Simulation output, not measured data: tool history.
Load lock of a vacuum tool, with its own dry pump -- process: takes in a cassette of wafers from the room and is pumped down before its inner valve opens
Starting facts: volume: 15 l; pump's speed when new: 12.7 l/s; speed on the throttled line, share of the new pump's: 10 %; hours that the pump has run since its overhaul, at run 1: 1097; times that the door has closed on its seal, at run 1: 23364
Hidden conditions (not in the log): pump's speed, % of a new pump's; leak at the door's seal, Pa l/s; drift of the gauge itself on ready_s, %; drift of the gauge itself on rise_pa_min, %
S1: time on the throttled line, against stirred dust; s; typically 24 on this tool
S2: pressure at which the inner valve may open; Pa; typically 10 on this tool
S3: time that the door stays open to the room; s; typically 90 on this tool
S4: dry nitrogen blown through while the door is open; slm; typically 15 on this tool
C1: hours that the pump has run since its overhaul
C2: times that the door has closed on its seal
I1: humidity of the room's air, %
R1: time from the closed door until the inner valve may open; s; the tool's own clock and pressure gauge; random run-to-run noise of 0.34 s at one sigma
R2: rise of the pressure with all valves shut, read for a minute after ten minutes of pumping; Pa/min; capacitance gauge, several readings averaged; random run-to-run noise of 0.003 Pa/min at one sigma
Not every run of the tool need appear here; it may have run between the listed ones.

run     day  S1  S2   S3  S4    C1     C2    I1    R1     R2
  1   0.000  24  10   90  15  1097  23364  44.0  32.8  0.097
  2   3.467  24  10   90   4  1180  23527  43.9  32.5  0.114
  3   7.617  24  10   90  15  1280  23722  47.8  33.0  0.094
  4  10.804  24  10   90  15  1356  23872  42.9  32.2  0.091
  5  14.875  24  10   90  15  1454  24063  43.7  32.9  0.097
  6  17.217  24  10   90  15  1510  24173  43.9  33.2  0.099
  7  20.312  25  15  185  11  1585  24318  44.6  32.4  0.142
  8  23.275  22  18   90  15  1656  24458  46.7  30.4  0.097
  9  25.279  31  16  136  15  1704  24552  41.2  39.4  0.100
 10  29.400  39  14  136  15  1803  24745  41.7  45.7  0.102

Run 11, settings as shown, results not yet in. Your forecast:
 11  32.262  20  10  182  15  1871  24880  47.5   ?   ?

R1: 28.7 s
R2: 0.136 Pa/min
Minus the tool's unlogged condition, the same run would have read R1 28.6 s, R2 0.088 Pa/min.

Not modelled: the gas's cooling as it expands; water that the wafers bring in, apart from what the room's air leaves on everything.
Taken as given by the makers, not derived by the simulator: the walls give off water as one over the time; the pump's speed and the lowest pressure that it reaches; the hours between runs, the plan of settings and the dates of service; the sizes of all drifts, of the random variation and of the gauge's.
